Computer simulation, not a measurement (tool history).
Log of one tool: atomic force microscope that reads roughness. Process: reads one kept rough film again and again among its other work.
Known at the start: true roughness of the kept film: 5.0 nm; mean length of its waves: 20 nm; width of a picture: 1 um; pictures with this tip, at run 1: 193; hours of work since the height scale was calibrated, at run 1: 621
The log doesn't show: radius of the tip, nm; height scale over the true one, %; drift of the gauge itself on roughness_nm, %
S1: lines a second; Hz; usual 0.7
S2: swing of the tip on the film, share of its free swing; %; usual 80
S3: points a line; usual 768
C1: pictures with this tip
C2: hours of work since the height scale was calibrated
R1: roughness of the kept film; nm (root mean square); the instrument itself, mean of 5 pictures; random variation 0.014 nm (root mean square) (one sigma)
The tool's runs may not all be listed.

run,hour,S1,S2,S3,C1,C2,R1
1,0,0.7,80,768,193,621,2.701
# hour 11.1: new tip fitted
2,18.8,0.7,80,858,17,634,3.374
3,33.1,0.7,80,847,48,643,3.208
4,50.5,0.7,80,768,86,655,3.044
5,76.6,0.7,80,768,144,673,2.844
6,87.6,0.7,80,768,168,680,2.772
7,105,0.7,80,768,206,692,2.686
# hour 109.9: new tip fitted
8,120.4,0.7,80,768,23,702,3.306
9,134.6,3.073,76,486,54,711,2.763
10,160.7,3.073,76,539,111,729,2.562
11,174.9,0.7,87,326,142,738,2.747
# hour 177.3: height scale calibrated on a step standard
12,191.1,0.521,80,286,175,9,2.735
# hour 210: new tip fitted
13,214.1,3.764,57,552,9,24,3.342
# hour 225.4: height scale calibrated on a step standard, once more
14,240,1.724,90,285,63,10,2.58
15,257.5,0.7,71,694,101,22,3.071
16,281.7,0.7,71,694,154,38,2.863

3 ways to go on from here, each from the tool as it stands after run 16. What would each give?
A,294.4,0.7,80,349,182,46,?
B,294.4,1.498,80,764,182,46,?
C,294.4,1.392,59,611,182,46,?

run,R1
A,2.692
B,2.548
C,2.779
Without the tool's hidden state the same runs would have given:
run,R1
A,3.43
B,3.246
C,3.54

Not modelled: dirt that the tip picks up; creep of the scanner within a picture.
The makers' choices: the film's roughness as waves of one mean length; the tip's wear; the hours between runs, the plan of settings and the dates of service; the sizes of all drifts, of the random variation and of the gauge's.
